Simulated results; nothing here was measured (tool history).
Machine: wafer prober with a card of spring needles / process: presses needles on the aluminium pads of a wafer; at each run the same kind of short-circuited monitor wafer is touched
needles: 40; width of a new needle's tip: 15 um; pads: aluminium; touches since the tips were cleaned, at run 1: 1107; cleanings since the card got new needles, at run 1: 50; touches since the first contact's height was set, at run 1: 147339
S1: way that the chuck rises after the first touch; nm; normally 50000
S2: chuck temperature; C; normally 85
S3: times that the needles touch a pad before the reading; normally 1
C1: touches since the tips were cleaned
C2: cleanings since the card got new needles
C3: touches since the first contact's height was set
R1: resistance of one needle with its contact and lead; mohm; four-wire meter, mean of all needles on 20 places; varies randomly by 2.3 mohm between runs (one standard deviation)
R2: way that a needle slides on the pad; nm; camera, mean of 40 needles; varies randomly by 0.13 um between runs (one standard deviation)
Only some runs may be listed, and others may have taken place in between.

run,day,S1,S2,S3,C1,C2,C3,R1,R2
1,0.000,50000,85,1,1107,50,147339,358,12740
# day 0.300: tips cleaned on abrasive film
2,0.462,50000,85,1,1036,51,150246,527,12530
# day 0.762: tips cleaned on abrasive film
3,1.038,50000,85,1,1759,52,153903,399,12600
# day 1.188: tips cleaned on abrasive film
# day 1.633: tips cleaned on abrasive film
4,1.750,50000,85,1,736,54,158379,343,12310
# day 2.042: tips cleaned on abrasive film
5,2.283,50000,85,1,1544,55,161745,402,12410
# day 2.467: tips cleaned on abrasive film
6,2.833,50000,85,1,2315,56,165211,433,12150
# day 2.896: tips cleaned on abrasive film
# day 3.329: tips cleaned on abrasive film
7,3.462,50000,85,1,868,58,169186,351,12420
# day 3.762: tips cleaned on abrasive film
# day 4.008: height of the first contact set anew
# day 4.242: tips cleaned on abrasive film
8,4.275,52000,85,1,203,60,1673,276,13990
# day 4.667: tips cleaned on abrasive film
9,4.925,50000,85,3,1643,61,5801,296,13360
# day 5.142: tips cleaned on abrasive film
# day 5.208: tips cleaned on abrasive film, once more
10,5.483,50000,85,3,1759,63,9299,297,13270
# day 5.638: tips cleaned on abrasive film
11,6.012,50000,85,3,2392,64,12641,309,13150
# day 6.092: tips cleaned on abrasive film
12,6.450,50000,85,1,2262,65,15384,409,13340
# day 6.504: tips cleaned on abrasive film
# day 6.912: tips cleaned on abrasive film
13,7.100,50000,111,1,1201,67,19483,369,13330
# day 7.329: tips cleaned on abrasive film
14,7.517,50000,59,1,1203,68,22106,356,13230
# day 7.750: tips cleaned on abrasive film
# day 8.192: tips cleaned on abrasive film
15,8.196,50000,85,2,26,70,26369,268,13210
# day 8.596: tips cleaned on abrasive film
16,8.596,50000,85,2,0,71,28911,255,13270
# day 9.025: tips cleaned on abrasive film
17,9.371,46000,100,1,2214,72,33821,438,12150
# day 9.475: tips cleaned on abrasive film
# day 9.879: tips cleaned on abrasive film
18,10.025,32000,100,2,930,74,37918,390,8550
# day 10.296: tips cleaned on abrasive film
# day 10.725: tips cleaned on abrasive film
19,10.788,32000,100,2,398,76,42716,332,8220
# day 11.204: tips cleaned on abrasive film
20,11.471,70000,61,1,1704,77,47044,322,18420
# day 11.608: tips cleaned on abrasive film
# day 12.017: tips cleaned on abrasive film
21,12.017,70000,61,1,0,79,50471,250,18390
# day 12.467: tips cleaned on abrasive film
22,12.858,36000,34,1,2493,80,55799,591,9420
# day 12.904: tips cleaned on abrasive film
23,13.254,36000,34,1,2226,81,58306,588,9240
# day 13.317: tips cleaned on abrasive film
24,13.633,49000,93,1,2021,82,60699,421,12700
# day 13.733: tips cleaned on abrasive film
# day 14.154: tips cleaned on abrasive film
25,14.233,55000,92,2,499,84,64459,284,14180
# day 14.592: tips cleaned on abrasive film
26,14.958,55000,50,1,2320,85,69040,382,14590
# day 15.000: tips cleaned on abrasive film
# day 15.450: tips cleaned on abrasive film
27,15.617,55000,50,1,1061,87,73186,338,14320
# day 15.879: tips cleaned on abrasive film
28,15.996,55000,50,1,729,88,75567,321,14420
# day 16.300: tips cleaned on abrasive film
# day 16.712: tips cleaned on abrasive film
29,16.725,50000,73,2,82,90,80172,275,13030
# day 17.158: tips cleaned on abrasive film
30,17.358,38000,56,2,1260,91,84161,396,9540
# day 17.596: tips cleaned on abrasive film
# day 18.008: tips cleaned on abrasive film
31,18.283,38000,56,2,1743,93,90006,411,9890

Selected run-to-run steps in R1, each split into two signed amounts: the part the tool would show with no hidden state at all (from settings, incoming material and random variation), and the remainder, which goes to the hidden state together with any gauge scatter not common to the measured and the hidden-state-free results:
The tool's hidden condition here consists of: debris on the tips, nm; way that the needles fall short of the set height, um; tips' diameter, um; drift of the gauge itself on contact_mohm, %; drift of the gauge itself on scrub_um, %.
Run 1 -> 2: tips cleaned on abrasive film. R1 +169 mohm: hidden state +172, all else -3.
Run 16 -> 17: S1 50000 -> 46000, S2 85 -> 100, S3 2 -> 1, tips cleaned on abrasive film. R1 +183 mohm: hidden state +172, all else +11.
Run 21 -> 22: S1 70000 -> 36000, S2 61 -> 34, tips cleaned on abrasive film. R1 +341 mohm: hidden state +337, all else +4.
Run 23 -> 24: S1 36000 -> 49000, S2 34 -> 93, tips cleaned on abrasive film. R1 -167 mohm: hidden state -175, all else +8.

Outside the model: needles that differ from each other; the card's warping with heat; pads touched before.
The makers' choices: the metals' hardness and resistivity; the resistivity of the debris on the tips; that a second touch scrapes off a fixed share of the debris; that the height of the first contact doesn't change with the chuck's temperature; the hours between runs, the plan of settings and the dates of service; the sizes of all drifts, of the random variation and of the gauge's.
